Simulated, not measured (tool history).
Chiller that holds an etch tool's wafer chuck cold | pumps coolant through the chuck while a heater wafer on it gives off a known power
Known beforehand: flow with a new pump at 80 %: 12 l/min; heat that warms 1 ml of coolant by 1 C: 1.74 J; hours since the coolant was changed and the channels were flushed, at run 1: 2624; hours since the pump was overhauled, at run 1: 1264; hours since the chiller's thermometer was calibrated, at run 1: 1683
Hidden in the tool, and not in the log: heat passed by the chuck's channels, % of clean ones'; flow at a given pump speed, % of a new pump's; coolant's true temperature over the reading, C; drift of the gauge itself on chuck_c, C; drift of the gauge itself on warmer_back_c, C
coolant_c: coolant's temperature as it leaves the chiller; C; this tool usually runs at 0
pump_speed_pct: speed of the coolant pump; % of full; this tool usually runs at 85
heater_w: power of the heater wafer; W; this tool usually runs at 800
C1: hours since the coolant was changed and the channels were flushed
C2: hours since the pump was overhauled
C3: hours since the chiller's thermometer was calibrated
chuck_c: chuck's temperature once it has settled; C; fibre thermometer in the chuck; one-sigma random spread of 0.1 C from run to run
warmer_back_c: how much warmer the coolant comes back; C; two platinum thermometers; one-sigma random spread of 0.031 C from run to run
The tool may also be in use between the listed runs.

{"run": 1, "hour": 0.0, "coolant_c": 0, "pump_speed_pct": 85, "heater_w": 800, "C1": 2624, "C2": 1264, "C3": 1683, "chuck_c": 6.5, "warmer_back_c": 2.32}
{"run": 2, "hour": 31.3, "coolant_c": 0, "pump_speed_pct": 85, "heater_w": 800, "C1": 2655, "C2": 1295, "C3": 1714, "chuck_c": 6.7, "warmer_back_c": 2.2}
{"run": 3, "hour": 61.4, "coolant_c": 0, "pump_speed_pct": 85, "heater_w": 695, "C1": 2685, "C2": 1325, "C3": 1744, "chuck_c": 5.7, "warmer_back_c": 1.98}
{"run": 4, "hour": 121.8, "coolant_c": 0, "pump_speed_pct": 85, "heater_w": 695, "C1": 2745, "C2": 1385, "C3": 1805, "chuck_c": 5.7, "warmer_back_c": 1.99}
{"run": 5, "hour": 176.2, "coolant_c": 0, "pump_speed_pct": 85, "heater_w": 800, "C1": 2800, "C2": 1440, "C3": 1859, "chuck_c": 6.6, "warmer_back_c": 2.26}
{"hour": 182.9, "done": "chiller's thermometer calibrated"}
{"run": 6, "hour": 202.6, "coolant_c": 0, "pump_speed_pct": 85, "heater_w": 800, "C1": 2825, "C2": 1465, "C3": 20, "chuck_c": 6.4, "warmer_back_c": 2.26}
{"run": 7, "hour": 236.5, "coolant_c": 4, "pump_speed_pct": 94, "heater_w": 800, "C1": 2859, "C2": 1499, "C3": 54, "chuck_c": 10.1, "warmer_back_c": 2.04}
{"run": 8, "hour": 271.7, "coolant_c": 0, "pump_speed_pct": 83, "heater_w": 800, "C1": 2894, "C2": 1534, "C3": 89, "chuck_c": 6.6, "warmer_back_c": 2.25}

What does the tool deliver on the next run?
{"hour": 295.7, "done": "chiller's thermometer calibrated, once more"}
{"run": 9, "hour": 308.5, "coolant_c": 0, "pump_speed_pct": 77, "heater_w": 800, "C1": 2930, "C2": 1570, "C3": 13, "chuck_c": "?", "warmer_back_c": "?"}

chuck_c: 7.3 C
warmer_back_c: 2.55 C
Take away the tool's hidden state, keep the run-to-run variation as it was, and the same run would have given chuck_c 6.6 C, warmer_back_c 2.44 C.
